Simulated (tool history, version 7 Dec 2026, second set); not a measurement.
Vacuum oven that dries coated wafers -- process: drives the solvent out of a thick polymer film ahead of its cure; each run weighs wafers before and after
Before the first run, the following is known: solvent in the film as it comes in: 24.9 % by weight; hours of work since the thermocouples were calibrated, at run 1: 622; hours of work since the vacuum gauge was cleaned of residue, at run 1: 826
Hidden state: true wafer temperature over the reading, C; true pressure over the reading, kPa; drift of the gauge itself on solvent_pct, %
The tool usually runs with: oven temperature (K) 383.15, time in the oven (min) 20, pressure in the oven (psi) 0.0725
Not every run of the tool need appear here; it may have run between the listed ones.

| run | hour | oven temperature (K) | time in the oven (min) | pressure in the oven (psi) | hours of work since the thermocouples were calibrated | hours of work since the vacuum gauge was cleaned of residue | solvent left in the film (%) |
|---|---|---|---|---|---|---|---|
| 1 | 0 | 383.15 | 20 | 0.0725 | 622 | 826 | 1.92 |
| 2 | 16.9 | 383.15 | 20 | 0.0725 | 633 | 836 | 1.85 |
| 3 | 41.7 | 384.15 | 20 | 0.0725 | 649 | 852 | 1.69 |
| 4 | 67.8 | 384.15 | 20 | 0.0725 | 666 | 869 | 1.85 |
| 5 | 83 | 383.15 | 20 | 0.0725 | 676 | 879 | 1.94 |
| 6 | 97.8 | 383.15 | 20 | 0.0725 | 685 | 888 | 1.9 |
| 7 | 112.2 | 383.15 | 20 | 0.0725 | 694 | 898 | 1.94 |
| 8 | 140.2 | 383.15 | 20 | 0.0725 | 712 | 916 | 1.98 |
| 9 | 156.8 | 383.15 | 20 | 0.0725 | 723 | 926 | 1.93 |
| 10 | 184 | 383.15 | 20 | 0.0725 | 741 | 944 | 2 |
| 11 | 204.7 | 383.15 | 20 | 0.0725 | 754 | 957 | 1.97 |
| 12 | 228.6 | 391.15 | 20 | 0.0725 | 769 | 973 | 0.99 |
| 13 | 254.3 | 391.15 | 20 | 0.0725 | 786 | 989 | 0.92 |
| 14 | 267.6 | 391.15 | 20 | 0.0725 | 794 | 998 | 0.96 |
| 15 | 291.7 | 383.15 | 18 | 0.0725 | 810 | 1013 | 2.4 |
| 16 | 307.9 | 383.15 | 18 | 0.0725 | 820 | 1024 | 2.37 |
| 17 | 334.9 | 383.15 | 20 | 0.0725 | 838 | 1041 | 2.01 |
| 18 | 358.8 | 383.15 | 20 | 0.0725 | 853 | 1056 | 1.98 |
| 19 | 372.1 | 390.15 | 20 | 0.0725 | 862 | 1065 | 1.1 |
| 20 | 384.5 | 383.15 | 20 | 0.0725 | 869 | 1073 | 2.02 |
| 21 | 404.3 | 383.15 | 16 | 0.0725 | 882 | 1086 | 2.98 |
| 22 | 428.2 | 383.15 | 16 | 0.0725 | 898 | 1101 | 2.94 |
| 23 | 456.7 | 383.15 | 18 | 0.065 | 916 | 1119 | 2.48 |
|  | 476.2 | vacuum gauge cleaned of residue and calibrated |
| 24 | 483.6 | 377.15 | 11 | 0.1891 | 932 | 5 | 7.93 |
| 25 | 497.2 | 384.15 | 26 | 0.2251 | 941 | 13 | 2.25 |
| 26 | 520.1 | 384.15 | 26 | 0.2251 | 956 | 28 | 2.29 |
| 27 | 539.3 | 383.15 | 20 | 0.2283 | 968 | 41 | 3.1 |
| 28 | 553.8 | 383.15 | 20 | 0.0789 | 977 | 50 | 1.94 |
| 29 | 581.8 | 383.15 | 20 | 0.2383 | 995 | 68 | 3.23 |
| 30 | 598.8 | 383.15 | 20 | 0.2383 | 1006 | 79 | 3.24 |
| 31 | 622.9 | 381.15 | 35 | 0.0693 | 1022 | 94 | 0.95 |
| 32 | 645.8 | 372.15 | 12 | 0.0669 | 1037 | 109 | 8.39 |
| 33 | 674 | 387.15 | 20 | 0.1417 | 1055 | 127 | 1.78 |
| 34 | 697.9 | 387.15 | 20 | 0.1417 | 1070 | 143 | 1.81 |
| 35 | 711 | 387.15 | 20 | 0.1417 | 1079 | 151 | 1.8 |
| 36 | 738.9 | 389.15 | 23 | 0.0995 | 1097 | 169 | 0.97 |
| 37 | 762.4 | 397.15 | 19 | 0.0956 | 1112 | 184 | 0.69 |
| 38 | 780.2 | 383.15 | 26 | 0.1819 | 1123 | 195 | 2.16 |
| 39 | 795.8 | 383.15 | 15 | 0.0434 | 1133 | 206 | 3.04 |
| 40 | 817 | 394.15 | 34 | 0.0702 | 1147 | 219 | 0.43 |
| 41 | 846 | 371.15 | 26 | 0.0702 | 1165 | 238 | 3.76 |
| 42 | 867.4 | 374.15 | 20 | 0.0725 | 1179 | 252 | 4.38 |
| 43 | 891.9 | 374.15 | 20 | 0.0725 | 1195 | 267 | 4.33 |

For some of the steps in solvent left in the film (%) from one run to the next: how much would appear even if the tool had no hidden state, given the settings, what came in and random variation, and how much remains for the hidden state plus any gauge scatter that the measured result and the result without hidden state don't share?
Run 24 -> 25: oven temperature (K) 377.15 -> 384.15, time in the oven (min) 11 -> 26, pressure in the oven (psi) 0.1891 -> 0.2251. solvent left in the film (%) -5.68: hidden state -0.48, all else -5.2.
Run 31 -> 32: oven temperature (K) 381.15 -> 372.15, time in the oven (min) 35 -> 12, pressure in the oven (psi) 0.0693 -> 0.0669. solvent left in the film (%) +7.44: hidden state +0.68, all else +6.76.
Run 32 -> 33: oven temperature (K) 372.15 -> 387.15, time in the oven (min) 12 -> 20, pressure in the oven (psi) 0.0669 -> 0.1417. solvent left in the film (%) -6.61: hidden state -0.53, all else -6.08.
Run 39 -> 40: oven temperature (K) 383.15 -> 394.15, time in the oven (min) 15 -> 34, pressure in the oven (psi) 0.0434 -> 0.0702. solvent left in the film (%) -2.61: hidden state -0.55, all else -2.06.
Run 40 -> 41: oven temperature (K) 394.15 -> 371.15, time in the oven (min) 34 -> 26. solvent left in the film (%) +3.33: hidden state +0.69, all else +2.64.

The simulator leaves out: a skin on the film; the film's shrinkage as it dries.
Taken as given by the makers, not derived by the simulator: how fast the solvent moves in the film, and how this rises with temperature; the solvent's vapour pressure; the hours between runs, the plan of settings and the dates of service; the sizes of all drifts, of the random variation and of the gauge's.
